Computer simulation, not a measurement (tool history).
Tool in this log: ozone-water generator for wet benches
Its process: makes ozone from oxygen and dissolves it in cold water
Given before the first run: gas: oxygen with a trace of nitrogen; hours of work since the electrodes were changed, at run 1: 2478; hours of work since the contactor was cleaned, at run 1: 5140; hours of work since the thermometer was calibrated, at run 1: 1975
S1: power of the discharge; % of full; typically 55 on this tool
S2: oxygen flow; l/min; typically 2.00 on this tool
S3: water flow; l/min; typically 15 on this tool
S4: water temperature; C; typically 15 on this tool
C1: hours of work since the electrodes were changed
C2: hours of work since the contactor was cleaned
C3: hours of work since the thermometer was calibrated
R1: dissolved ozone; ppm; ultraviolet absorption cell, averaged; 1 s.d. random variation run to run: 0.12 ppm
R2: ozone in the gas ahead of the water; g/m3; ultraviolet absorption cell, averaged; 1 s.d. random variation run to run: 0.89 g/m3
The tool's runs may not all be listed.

run	hour	S1	S2	S3	S4	C1	C2	C3	R1	R2
1	0.0	55	2.00	15	15	2478	5140	1975	11.3	140.8
2	57.8	55	2.00	15	15	2528	5190	2025	11.4	139.5
3	108.3	55	2.00	11	15	2571	5233	2068	14.7	138.7
4	162.1	55	2.00	11	15	2617	5279	2114	15.0	141.2
5	235.3	55	2.00	11	15	2680	5341	2177	14.8	138.7
6	311.1	55	2.00	11	15	2744	5406	2241	14.5	140.1
7	375.9	58	2.00	15	15	2800	5462	2297	11.6	144.2
8	465.7	55	2.00	15	15	2877	5539	2374	11.3	139.5
9	549.2	55	2.00	15	15	2948	5610	2445	11.6	138.1
# hour 626.6: contactor cleaned
10	637.5	55	2.00	9	15	3020	9	2517	17.1	138.9
11	727.3	55	2.00	9	15	3097	86	2594	17.3	138.1
12	780.8	55	2.00	15	15	3143	132	2640	11.2	136.9
13	818.4	55	2.00	15	15	3175	164	2672	11.5	137.6
14	869.5	94	2.00	15	15	3219	208	2716	16.4	200.0
15	907.3	55	2.00	15	15	3251	240	2748	11.3	137.0
16	972.4	55	2.00	15	8	3307	296	2804	12.0	136.9
# hour 976.8: water thermometer calibrated
17	1035.2	55	1.82	21	10	3360	349	50	8.3	145.7

Estimate the outcome of run 18 from the log above:
18	1076.6	80	2.34	9	14	3395	384	85	?	?

{"run 18": {"R1": 22.4, "R2": 161.5}}
On a tool with no hidden condition, and with the same random variation, this run would have come out at R1 24.7 ppm, R2 177.0 g/m3.
